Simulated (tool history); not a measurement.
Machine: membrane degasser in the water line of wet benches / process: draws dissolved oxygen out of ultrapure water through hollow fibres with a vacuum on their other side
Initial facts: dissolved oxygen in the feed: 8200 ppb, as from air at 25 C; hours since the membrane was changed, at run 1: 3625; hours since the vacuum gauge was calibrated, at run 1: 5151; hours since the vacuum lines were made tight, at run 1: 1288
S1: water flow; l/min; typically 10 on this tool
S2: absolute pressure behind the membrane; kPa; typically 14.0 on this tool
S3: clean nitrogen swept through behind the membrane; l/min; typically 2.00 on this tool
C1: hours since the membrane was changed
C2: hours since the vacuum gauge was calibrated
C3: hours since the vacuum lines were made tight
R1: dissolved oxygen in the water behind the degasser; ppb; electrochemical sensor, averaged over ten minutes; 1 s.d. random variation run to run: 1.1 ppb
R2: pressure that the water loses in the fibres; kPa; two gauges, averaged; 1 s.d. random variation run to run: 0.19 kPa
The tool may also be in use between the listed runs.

run	hour	S1	S2	S3	C1	C2	C3	R1	R2
1	0.0	10	14.0	2.00	3625	5151	1288	136.2	36.84
2	80.5	10	14.0	2.00	3706	5232	1369	134.8	37.10
3	133.8	10	14.0	0.97	3759	5285	1422	264.6	37.08
4	176.6	10	14.0	0.97	3802	5328	1465	265.8	36.87
5	271.0	10	14.0	2.00	3896	5422	1559	137.1	36.82
6	326.3	10	14.0	3.08	3951	5478	1614	90.4	36.99
7	394.4	10	14.0	4.22	4020	5546	1683	67.8	36.93
8	445.9	6	14.0	2.00	4071	5597	1734	82.2	22.37
9	490.6	6	14.0	2.00	4116	5642	1779	83.2	22.39
10	589.8	6	14.0	5.54	4215	5741	1878	30.8	22.25
11	645.1	6	14.0	2.00	4270	5796	1933	81.8	22.10
12	723.3	6	14.0	2.00	4348	5875	2012	83.2	21.93
13	782.9	10	14.0	2.00	4408	5934	2071	135.4	37.25
14	867.4	10	14.0	2.00	4492	6019	2156	137.8	37.06
# hour 873.8: vacuum gauge calibrated
15	910.7	10	14.0	2.00	4535	37	2198	135.7	37.34
16	1003.8	10	14.0	2.00	4628	130	2292	137.6	37.10
17	1076.6	10	14.0	2.00	4701	203	2364	136.4	37.24
18	1156.7	14	28.4	4.19	4781	283	2444	221.4	51.96
19	1214.0	10	12.7	4.24	4839	340	2502	61.0	37.01
20	1260.3	10	12.7	4.24	4885	386	2548	61.6	37.23
21	1310.5	10	12.7	4.24	4935	437	2598	60.5	37.57
22	1361.5	16	33.9	2.44	4986	488	2649	494.8	59.39
23	1431.1	6	11.0	1.31	5056	557	2719	92.3	22.32
# hour 1471.9: vacuum gauge calibrated, once more
24	1482.9	16	30.5	2.57	5107	11	2770	419.7	59.15
25	1558.8	16	30.5	2.57	5183	87	2846	422.1	59.57
26	1609.7	16	14.7	2.00	5234	138	2897	243.5	59.55
27	1711.0	9	12.2	1.86	5335	239	2998	108.8	33.86
28	1814.4	6	9.7	0.88	5439	343	3102	109.9	22.12
29	1914.3	12	11.2	1.83	5538	442	3201	134.1	44.36
30	1971.0	7	10.5	1.13	5595	499	3258	112.0	26.04
31	2070.1	7	10.5	1.13	5694	598	3357	112.2	26.23
32	2151.4	7	23.9	4.06	5775	679	3439	93.4	25.96

Some steps in R1, run to run, broken into two amounts with sign: the step expected even without the hidden condition (settings, incoming material, random variation), and the rest, left for the hidden condition together with whatever gauge scatter is not in both the measured and the hidden-condition-free result:
Hidden conditions of the tool in this case: membrane still open, %; true pressure behind the membrane over the reading, kPa; air that leaks in behind the membrane, l/min; drift of the gauge itself on oxygen_ppb, %; drift of the gauge itself on loss_of_pressure_kpa, %.
Run 18 -> 19: S1 14 -> 10, S2 28.4 -> 12.7, S3 4.19 -> 4.24. R1 -160.4 ppb: hidden state -2.9, all else -157.5.
Run 21 -> 22: S1 10 -> 16, S2 12.7 -> 33.9, S3 4.24 -> 2.44. R1 +434.3 ppb: hidden state +6.9, all else +427.4.
Run 22 -> 23: S1 16 -> 6, S2 33.9 -> 11.0, S3 2.44 -> 1.31. R1 -402.5 ppb: hidden state -5.1, all else -397.4.
Run 23 -> 24: S1 6 -> 16, S2 11.0 -> 30.5, S3 1.31 -> 2.57, vacuum gauge calibrated, once more. R1 +327.4 ppb: hidden state +2.7, all else +324.7.
